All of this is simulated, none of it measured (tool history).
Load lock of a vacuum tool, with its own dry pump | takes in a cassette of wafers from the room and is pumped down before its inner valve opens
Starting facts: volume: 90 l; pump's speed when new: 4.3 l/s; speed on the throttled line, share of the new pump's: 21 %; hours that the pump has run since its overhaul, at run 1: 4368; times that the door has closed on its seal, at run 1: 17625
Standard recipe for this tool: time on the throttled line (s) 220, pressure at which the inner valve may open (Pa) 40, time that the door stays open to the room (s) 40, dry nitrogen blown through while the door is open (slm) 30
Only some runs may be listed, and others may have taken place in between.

run	day	time on the throttled line (s)	pressure at which the inner valve may open (Pa)	time that the door stays open to the room (s)	dry nitrogen blown through while the door is open (slm)	hours that the pump has run since its overhaul	times that the door has closed on its seal	incoming humidity of the room's air, %	time from the closed door until the inner valve may open (s)	rise of the pressure with all valves shut (Pa/min)
1	0	220	40	40	30	4368	17625	46	343.1	0.05
2	4.458	169	40	40	30	4475	17881	44.5	302.7	0.049
3	6.6	220	40	40	30	4527	18004	44.8	344.2	0.052
4	8.971	220	40	40	30	4584	18140	47.9	340.5	0.051
5	12.162	220	40	40	30	4660	18324	45	343.7	0.055
6	14.867	220	40	40	30	4725	18479	45.6	343.7	0.051
7	17.775	220	40	40	30	4795	18646	43.6	342.1	0.062
8	21.892	220	40	40	15	4894	18882	45	346.3	0.059
9	26.288	220	40	40	15	4999	19135	41.2	342	0.056
10	29.667	220	40	40	15	5080	19329	45.3	343.3	0.065
11	34.188	220	45	40	30	5189	19589	43.9	341.1	0.056
12	37.258	220	45	40	30	5263	19765	43.9	340.2	0.055
13	40.525	220	54	40	40	5341	19953	43.8	335.9	0.056
14	44.129	220	54	166	40	5427	20160	46.1	334.8	0.067
15	46.033	220	54	166	40	5473	20269	47.4	341.6	0.075
16	49.5	248	28	164	7	5556	20468	44.1	377.3	0.1
17	52.479	288	29	164	7	5628	20639	42.8	409.9	0.099
18	56.671	288	29	164	7	5728	20880	47	403.1	0.1
19	59.017	379	29	30	28	5785	21015	41.6	477.6	0.059
20	62.179	127	30	40	30	5861	21196	45.7	278.1	0.064
21	64.883	127	30	40	30	5925	21352	46	276.3	0.062
22	67.9	127	30	129	30	5998	21525	45.4	277.1	0.071
23	72.433	127	30	129	30	6107	21785	45.8	279.2	0.072

Table of differences, measured result less the result of that run with no hidden state. Run-to-run variation is the same in both. Gauge scatter possibly is not:
Hidden conditions of the tool in this case: pump's speed, % of a new pump's; leak at the door's seal, Pa l/s; drift of the gauge itself on ready_s, %; drift of the gauge itself on rise_pa_min, %.
run	time from the closed door until the inner valve may open (s)	rise of the pressure with all valves shut (Pa/min)
1	+4.8	+0.041
2	+5.3	+0.042
3	+5	+0.042
4	+5	+0.042
5	+5.1	+0.045
6	+5.2	+0.045
7	+5.2	+0.046
8	+5.4	+0.046
9	+5.5	+0.046
10	+5.6	+0.048
11	+5.5	+0.049
12	+5.6	+0.049
13	+5.6	+0.05
14	+5.6	+0.05
15	+5.8	+0.051
16	+6.2	+0.05
17	+5.9	+0.051
18	+5.9	+0.053
19	+5.3	+0.053
20	+7.8	+0.054
21	+7.8	+0.055
22	+8	+0.055
23	+8.1	+0.056
